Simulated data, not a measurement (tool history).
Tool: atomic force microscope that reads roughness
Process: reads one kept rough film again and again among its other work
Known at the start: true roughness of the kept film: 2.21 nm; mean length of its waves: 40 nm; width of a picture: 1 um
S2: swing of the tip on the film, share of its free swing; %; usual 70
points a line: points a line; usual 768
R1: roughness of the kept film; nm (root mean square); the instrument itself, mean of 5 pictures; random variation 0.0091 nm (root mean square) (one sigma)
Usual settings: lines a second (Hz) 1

run 1 hour=0 | lines_a_second_(Hz)=1 S2=70 points_a_line=768 | R1=1.962
-- hour=6.5 new tip fitted
-- hour=48.5 new tip fitted
run 2 hour=51 | lines_a_second_(Hz)=1 S2=70 points_a_line=768 | R1=2.035
-- hour=89.7 new tip fitted
run 3 hour=96.4 | lines_a_second_(Hz)=1 S2=70 points_a_line=768 | R1=2.043
-- hour=101.7 height scale calibrated on a step standard
-- hour=133.2 new tip fitted
run 4 hour=144.1 | lines_a_second_(Hz)=1 S2=76 points_a_line=768 | R1=1.977
-- hour=173.7 new tip fitted
-- hour=214.3 new tip fitted
run 5 hour=217.3 | lines_a_second_(Hz)=1 S2=76 points_a_line=768 | R1=2.027
-- hour=256 new tip fitted
run 6 hour=257 | lines_a_second_(Hz)=0.94 S2=70 points_a_line=460 | R1=2.051
-- hour=298.5 new tip fitted
run 7 hour=301.3 | lines_a_second_(Hz)=0.94 S2=56 points_a_line=690 | R1=2.102
-- hour=340.5 new tip fitted
run 8 hour=352.7 | lines_a_second_(Hz)=0.94 S2=56 points_a_line=690 | R1=2.08
-- hour=387.5 new tip fitted
run 9 hour=387.9 | lines_a_second_(Hz)=1.13 S2=56 points_a_line=690 | R1=2.107
-- hour=430.9 new tip fitted
run 10 hour=435.6 | lines_a_second_(Hz)=1.13 S2=56 points_a_line=690 | R1=2.104

3 ways to go on from here, each from the tool as it stands after run 10. What would each give?
-- hour=450.3 height scale calibrated on a step standard, once more
-- hour=474.1 new tip fitted
run A hour=491.9 | lines_a_second_(Hz)=2.58 S2=77 points_a_line=768 | R1=?
-- hour=450.3 height scale calibrated on a step standard, once more
-- hour=474.1 new tip fitted
run B hour=491.9 | lines_a_second_(Hz)=0.81 S2=56 points_a_line=690 | R1=?
-- hour=450.3 height scale calibrated on a step standard, once more
-- hour=474.1 new tip fitted
run C hour=491.9 | lines_a_second_(Hz)=1.18 S2=70 points_a_line=768 | R1=?

run=A R1=1.77
run=B R1=2.044
run=C R1=1.964
Without the tool's hidden state the same runs would have given:
run=A R1=1.813
run=B R1=2.094
run=C R1=2.012
